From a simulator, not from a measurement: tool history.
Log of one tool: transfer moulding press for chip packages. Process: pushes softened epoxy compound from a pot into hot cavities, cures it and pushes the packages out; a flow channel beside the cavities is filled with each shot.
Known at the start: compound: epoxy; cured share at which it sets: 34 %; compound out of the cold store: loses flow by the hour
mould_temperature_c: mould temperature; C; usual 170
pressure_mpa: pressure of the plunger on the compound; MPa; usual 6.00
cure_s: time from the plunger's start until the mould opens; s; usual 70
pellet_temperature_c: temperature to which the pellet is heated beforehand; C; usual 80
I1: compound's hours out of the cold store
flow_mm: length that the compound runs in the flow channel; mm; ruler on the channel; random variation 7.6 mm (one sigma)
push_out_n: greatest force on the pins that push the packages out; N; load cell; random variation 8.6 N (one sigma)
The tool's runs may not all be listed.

run 1 hour=0.0 | mould_temperature_c=170 pressure_mpa=6.00 cure_s=70 pellet_temperature_c=80 | I1=11.7 | flow_mm=975 push_out_n=724
run 2 hour=17.9 | mould_temperature_c=170 pressure_mpa=6.21 cure_s=70 pellet_temperature_c=80 | I1=28.4 | flow_mm=893 push_out_n=477
run 3 hour=45.6 | mould_temperature_c=170 pressure_mpa=6.00 cure_s=70 pellet_temperature_c=80 | I1=23.0 | flow_mm=918 push_out_n=657
run 4 hour=59.1 | mould_temperature_c=170 pressure_mpa=6.00 cure_s=70 pellet_temperature_c=80 | I1=16.0 | flow_mm=947 push_out_n=382
run 5 hour=86.6 | mould_temperature_c=170 pressure_mpa=6.00 cure_s=70 pellet_temperature_c=80 | I1=22.8 | flow_mm=893 push_out_n=609
run 6 hour=107.0 | mould_temperature_c=170 pressure_mpa=6.00 cure_s=70 pellet_temperature_c=80 | I1=16.9 | flow_mm=921 push_out_n=710
run 7 hour=134.3 | mould_temperature_c=170 pressure_mpa=6.00 cure_s=70 pellet_temperature_c=80 | I1=15.3 | flow_mm=931 push_out_n=594
run 8 hour=160.2 | mould_temperature_c=170 pressure_mpa=6.00 cure_s=70 pellet_temperature_c=80 | I1=26.8 | flow_mm=883 push_out_n=651
run 9 hour=185.5 | mould_temperature_c=170 pressure_mpa=6.00 cure_s=70 pellet_temperature_c=80 | I1=37.9 | flow_mm=825 push_out_n=552
run 10 hour=200.6 | mould_temperature_c=170 pressure_mpa=6.00 cure_s=70 pellet_temperature_c=80 | I1=25.6 | flow_mm=868 push_out_n=622
run 11 hour=216.8 | mould_temperature_c=163 pressure_mpa=6.00 cure_s=70 pellet_temperature_c=80 | I1=12.6 | flow_mm=952 push_out_n=659
run 12 hour=237.9 | mould_temperature_c=163 pressure_mpa=6.00 cure_s=70 pellet_temperature_c=80 | I1=17.9 | flow_mm=914 push_out_n=924
run 13 hour=268.2 | mould_temperature_c=163 pressure_mpa=6.00 cure_s=70 pellet_temperature_c=80 | I1=46.6 | flow_mm=804 push_out_n=538
run 14 hour=284.8 | mould_temperature_c=163 pressure_mpa=6.00 cure_s=70 pellet_temperature_c=80 | I1=30.6 | flow_mm=863 push_out_n=815
run 15 hour=305.1 | mould_temperature_c=168 pressure_mpa=5.92 cure_s=78 pellet_temperature_c=88 | I1=36.5 | flow_mm=809 push_out_n=591
run 16 hour=326.6 | mould_temperature_c=168 pressure_mpa=5.92 cure_s=78 pellet_temperature_c=88 | I1=45.2 | flow_mm=772 push_out_n=386
run 17 hour=354.8 | mould_temperature_c=177 pressure_mpa=6.00 cure_s=75 pellet_temperature_c=80 | I1=18.4 | flow_mm=844 push_out_n=494
run 18 hour=381.9 | mould_temperature_c=177 pressure_mpa=5.45 cure_s=93 pellet_temperature_c=84 | I1=37.8 | flow_mm=794 push_out_n=356
run 19 hour=409.1 | mould_temperature_c=170 pressure_mpa=7.11 cure_s=53 pellet_temperature_c=80 | I1=30.1 | flow_mm=980 push_out_n=1140
run 20 hour=422.4 | mould_temperature_c=174 pressure_mpa=4.55 cure_s=70 pellet_temperature_c=80 | I1=27.7 | flow_mm=773 push_out_n=589
run 21 hour=449.8 | mould_temperature_c=163 pressure_mpa=6.00 cure_s=70 pellet_temperature_c=74 | I1=23.9 | flow_mm=953 push_out_n=1004
run 22 hour=466.2 | mould_temperature_c=174 pressure_mpa=6.94 cure_s=64 pellet_temperature_c=85 | I1=43.7 | flow_mm=886 push_out_n=631
run 23 hour=493.9 | mould_temperature_c=174 pressure_mpa=6.94 cure_s=64 pellet_temperature_c=85 | I1=32.8 | flow_mm=920 push_out_n=475
run 24 hour=513.0 | mould_temperature_c=174 pressure_mpa=6.94 cure_s=64 pellet_temperature_c=85 | I1=34.5 | flow_mm=895 push_out_n=593
run 25 hour=525.2 | mould_temperature_c=174 pressure_mpa=6.94 cure_s=58 pellet_temperature_c=88 | I1=13.7 | flow_mm=998 push_out_n=823
run 26 hour=541.4 | mould_temperature_c=172 pressure_mpa=5.08 cure_s=104 pellet_temperature_c=74 | I1=19.8 | flow_mm=849 push_out_n=359
run 27 hour=570.6 | mould_temperature_c=172 pressure_mpa=5.08 cure_s=104 pellet_temperature_c=74 | I1=27.8 | flow_mm=797 push_out_n=503
run 28 hour=596.3 | mould_temperature_c=173 pressure_mpa=6.43 cure_s=93 pellet_temperature_c=80 | I1=42.7 | flow_mm=829 push_out_n=380

Taken out of this log: 14 entries between the listed runs. Where each belongs, and how the hidden state differs across it:
Between runs 1 and 2: cavities cleaned with cleaning compound and waxed (hour 7.7)
  true mould temperature over the reading, C: 1 -> 1.02; pressure that reaches the compound, % of what is set: 98.27 -> 97.63; grip of the stained cavities, % over clean ones': 86.3 -> 30.6
  measured less the result without the state, flow_mm: -12 -> -15 mm; push_out_n: +313 -> +92 N
Between runs 3 and 4: cavities cleaned with cleaning compound and waxed (hour 59.1)
  true mould temperature over the reading, C: 1.07 -> 1.09; pressure that reaches the compound, % of what is set: 96.51 -> 96.04; grip of the stained cavities, % over clean ones': 78 -> 1.8
  measured less the result without the state, flow_mm: -20 -> -24 mm; push_out_n: +267 -> -17 N
Between runs 6 and 7: cavities cleaned with cleaning compound and waxed (hour 112.6)
  true mould temperature over the reading, C: 1.16 -> 1.2; pressure that reaches the compound, % of what is set: 94 -> 92.92; grip of the stained cavities, % over clean ones': 84.9 -> 55.2
  measured less the result without the state, flow_mm: -33 -> -40 mm; push_out_n: +301 -> +183 N
Between runs 8 and 9: cavities cleaned with cleaning compound and waxed (hour 164.9)
  true mould temperature over the reading, C: 1.24 -> 1.28; pressure that reaches the compound, % of what is set: 91.91 -> 90.88; grip of the stained cavities, % over clean ones': 85.6 -> 53.2
  measured less the result without the state, flow_mm: -43 -> -45 mm; push_out_n: +277 -> +169 N
Between runs 10 and 11: cavities cleaned with cleaning compound and waxed (hour 216.2)
  true mould temperature over the reading, C: 1.3 -> 1.32; pressure that reaches the compound, % of what is set: 90.3 -> 89.63; grip of the stained cavities, % over clean ones': 74.2 -> 4.4
  measured less the result without the state, flow_mm: -51 -> -60 mm; push_out_n: +235 -> -43 N
Between runs 12 and 13: cavities cleaned with cleaning compound and waxed (hour 268.2)
  true mould temperature over the reading, C: 1.36 -> 1.4; pressure that reaches the compound, % of what is set: 88.67 -> 87.47; grip of the stained cavities, % over clean ones': 54.1 -> 0.7
  measured less the result without the state, flow_mm: -63 -> -61 mm; push_out_n: +257 -> -54 N
Between runs 15 and 16: cavities cleaned with cleaning compound and waxed (hour 321.4)
  true mould temperature over the reading, C: 1.46 -> 1.49; pressure that reaches the compound, % of what is set: 85.97 -> 85.21; grip of the stained cavities, % over clean ones': 73.3 -> 17.5
  measured less the result without the state, flow_mm: -68 -> -69 mm; push_out_n: +229 -> +40 N
Between runs 17 and 18: cavities cleaned with cleaning compound and waxed (hour 373.3); plunger's sealing rings changed (hour 378.5)
  true mould temperature over the reading, C: 1.54 -> 1.58; pressure that reaches the compound, % of what is set: 84.08 -> 99.84; grip of the stained cavities, % over clean ones': 72.1 -> 24.6
  measured less the result without the state, flow_mm: -82 -> -5 mm; push_out_n: +204 -> +70 N
Between runs 20 and 21: mould's thermocouples calibrated (hour 427.0); cavities cleaned with cleaning compound and waxed (hour 429.8)
  true mould temperature over the reading, C: 1.64 -> 0.21; pressure that reaches the compound, % of what is set: 98.16 -> 97.29; grip of the stained cavities, % over clean ones': 85.2 -> 52.9
  measured less the result without the state, flow_mm: -12 -> -14 mm; push_out_n: +255 -> +336 N
Between runs 22 and 23: cavities cleaned with cleaning compound and waxed (hour 481.3)
  true mould temperature over the reading, C: 0.24 -> 0.27; pressure that reaches the compound, % of what is set: 96.63 -> 95.6; grip of the stained cavities, % over clean ones': 76.4 -> 37.8
  measured less the result without the state, flow_mm: -16 -> -22 mm; push_out_n: +270 -> +127 N
Between runs 25 and 26: cavities cleaned with cleaning compound and waxed (hour 532.8)
  true mould temperature over the reading, C: 0.32 -> 0.34; pressure that reaches the compound, % of what is set: 94.37 -> 93.74; grip of the stained cavities, % over clean ones': 84.7 -> 24.1
  measured less the result without the state, flow_mm: -30 -> -29 mm; push_out_n: +368 -> +71 N
Between runs 27 and 28: cavities cleaned with cleaning compound and waxed (hour 585.8)
  true mould temperature over the reading, C: 0.39 -> 0.43; pressure that reaches the compound, % of what is set: 92.58 -> 91.57; grip of the stained cavities, % over clean ones': 76.4 -> 32.8
  measured less the result without the state, flow_mm: -33 -> -39 mm; push_out_n: +221 -> +94 N
